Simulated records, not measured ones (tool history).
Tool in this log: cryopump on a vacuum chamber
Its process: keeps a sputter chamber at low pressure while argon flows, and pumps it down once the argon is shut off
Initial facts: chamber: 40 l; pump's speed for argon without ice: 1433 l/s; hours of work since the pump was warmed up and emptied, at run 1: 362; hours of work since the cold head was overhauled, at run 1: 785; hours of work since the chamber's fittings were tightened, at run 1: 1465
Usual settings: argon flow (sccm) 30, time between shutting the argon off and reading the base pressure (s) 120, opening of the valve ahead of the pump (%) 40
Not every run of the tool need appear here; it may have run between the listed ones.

run	day	argon flow (sccm)	time between shutting the argon off and reading the base pressure (s)	opening of the valve ahead of the pump (%)	hours of work since the pump was warmed up and emptied	hours of work since the cold head was overhauled	hours of work since the chamber's fittings were tightened	pressure while argon flows (Pa)	pressure after the wait (uPa)
1	0	30	120	40	362	785	1465	0.1019	1.83
# day 1.979: pump warmed up, emptied and cooled again
2	2.092	30	254	40	2	822	1502	0.0903	1.23
3	3.158	30	120	40	23	843	1523	0.0892	1.51
4	4.879	52	120	40	57	877	1556	0.1558	1.63
5	7.05	52	120	40	99	919	1599	0.1578	1.62
6	8.683	41	120	40	131	951	1631	0.1265	1.64
7	10.725	41	120	40	171	991	1671	0.1283	1.74
8	12.892	41	120	40	213	1033	1713	0.1312	1.8
9	13.908	41	120	40	233	1053	1733	0.1311	1.79
10	15.925	30	120	40	272	1092	1772	0.0973	1.86
11	17.8	30	120	40	309	1129	1809	0.0997	1.95
12	18.683	30	120	17	326	1146	1826	0.2191	1.99
# day 19.742: leaking fittings of the chamber tightened, without venting
13	20.621	30	120	40	362	1182	17	0.1017	0.89
14	22.204	31	120	40	393	1213	48	0.106	0.92
# day 22.604: pump warmed up, emptied and cooled again
15	23.85	31	120	40	24	1241	76	0.0922	0.84
16	25.179	31	120	40	50	1267	102	0.0925	0.85
17	27.312	30	120	40	92	1309	144	0.0914	0.83
18	29.371	43	120	37	132	1349	184	0.1423	0.93
19	31.471	43	120	37	173	1390	225	0.1465	0.95
20	33.017	16	48	24	203	1420	255	0.0817	1.74
21	34.162	45	36	18	226	1443	278	0.3042	2.2
22	35.762	14	163	40	257	1474	309	0.0461	0.92
23	37.438	54	146	25	290	1507	342	0.2736	1.01
24	39.167	54	146	25	323	1540	375	0.2758	0.98
25	41.033	54	146	25	360	1577	412	0.278	1.03
# day 43.071: pump warmed up, emptied and cooled again
26	43.283	57	146	30	4	1617	452	0.2259	0.9
27	44.204	57	146	30	22	1635	470	0.2264	0.94
28	45.096	57	146	30	40	1652	487	0.2268	0.92
29	46.233	57	146	30	62	1674	509	0.2277	0.92
30	48.392	57	146	30	104	1717	551	0.2302	1
31	49.908	57	146	30	134	1746	581	0.234	1.01
32	51.062	57	146	30	156	1769	604	0.2357	1
33	52.788	57	146	30	190	1802	637	0.2367	1.07

Here are 3 independent what-if runs from the current tool condition. What would each one return?
A	54.529	46	45	40	224	1836	671	?	?
B	54.529	40	61	46	224	1836	671	?	?
C	54.529	57	173	17	224	1836	671	?	?

run	pressure while argon flows (Pa)	pressure after the wait (uPa)
A	0.1487	2.08
B	0.1127	1.7
C	0.4096	1.08
Without the tool's unlogged condition, the same runs would have read:
run	pressure while argon flows (Pa)	pressure after the wait (uPa)
A	0.1367	1.59
B	0.1024	1.22
C	0.3949	0.58
